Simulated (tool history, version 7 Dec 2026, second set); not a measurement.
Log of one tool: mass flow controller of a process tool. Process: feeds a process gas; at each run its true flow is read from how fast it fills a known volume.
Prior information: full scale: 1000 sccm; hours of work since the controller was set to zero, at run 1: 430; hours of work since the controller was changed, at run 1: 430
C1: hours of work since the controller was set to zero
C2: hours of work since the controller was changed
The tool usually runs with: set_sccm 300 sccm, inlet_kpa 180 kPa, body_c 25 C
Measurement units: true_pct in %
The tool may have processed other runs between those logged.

Run 1, day 0: usual settings; C1 430; C2 430. Result: true_pct 98.12 %.
Run 2, day 2.088: usual settings; C1 448; C2 448. Result: true_pct 98.16 %.
Run 3, day 5.25: usual settings but body_c 40 C; C1 476; C2 476. Result: true_pct 99.16 %.
Run 4, day 7.742: usual settings but inlet_kpa 229 kPa, body_c 40 C; C1 497; C2 497. Result: true_pct 99.46 %.
Run 5, day 9.479: usual settings but inlet_kpa 229 kPa, body_c 40 C; C1 512; C2 512. Result: true_pct 99.51 %.
Run 6, day 11.346: usual settings but inlet_kpa 229 kPa, body_c 40 C; C1 529; C2 529. Result: true_pct 99.46 %.
Run 7, day 14.762: usual settings but inlet_kpa 229 kPa, body_c 32 C; C1 558; C2 558. Result: true_pct 99.03 %.
At day 14.975: controller's zero set anew.
Run 8, day 17.496: usual settings; C1 22; C2 582. Result: true_pct 98.45 %.
Run 9, day 20.267: usual settings; C1 46; C2 606. Result: true_pct 98.49 %.
Run 10, day 21.783: usual settings but set_sccm 289 sccm; C1 59; C2 619. Result: true_pct 98.43 %.
Run 11, day 24.312: usual settings but body_c 32 C; C1 81; C2 641. Result: true_pct 98.92 %.
Run 12, day 27.675: usual settings but set_sccm 281 sccm, body_c 32 C; C1 110; C2 670. Result: true_pct 98.83 %.
Run 13, day 29.917: usual settings but set_sccm 281 sccm, body_c 32 C; C1 130; C2 690. Result: true_pct 99.04 %.
Run 14, day 31.354: usual settings but set_sccm 426 sccm, inlet_kpa 193 kPa, body_c 21 C; C1 142; C2 702. Result: true_pct 98.4 %.
At day 32.688: controller's zero set anew, once more.
Run 15, day 32.904: usual settings but set_sccm 418 sccm, inlet_kpa 193 kPa, body_c 27 C; C1 2; C2 716. Result: true_pct 98.22 %.
Run 16, day 36.371: usual settings but set_sccm 418 sccm, inlet_kpa 193 kPa, body_c 27 C; C1 32; C2 746. Result: true_pct 98.15 %.

Forecast run 17:
Run 17, day 38.483: usual settings but set_sccm 418 sccm, inlet_kpa 259 kPa, body_c 27 C; C1 50; C2 764. Result: true_pct ?.

{"run 17": {"true_pct": 98.67}}
Take away the tool's hidden state, keep the run-to-run variation as it was, and the same run would have given true_pct 98.62 %.

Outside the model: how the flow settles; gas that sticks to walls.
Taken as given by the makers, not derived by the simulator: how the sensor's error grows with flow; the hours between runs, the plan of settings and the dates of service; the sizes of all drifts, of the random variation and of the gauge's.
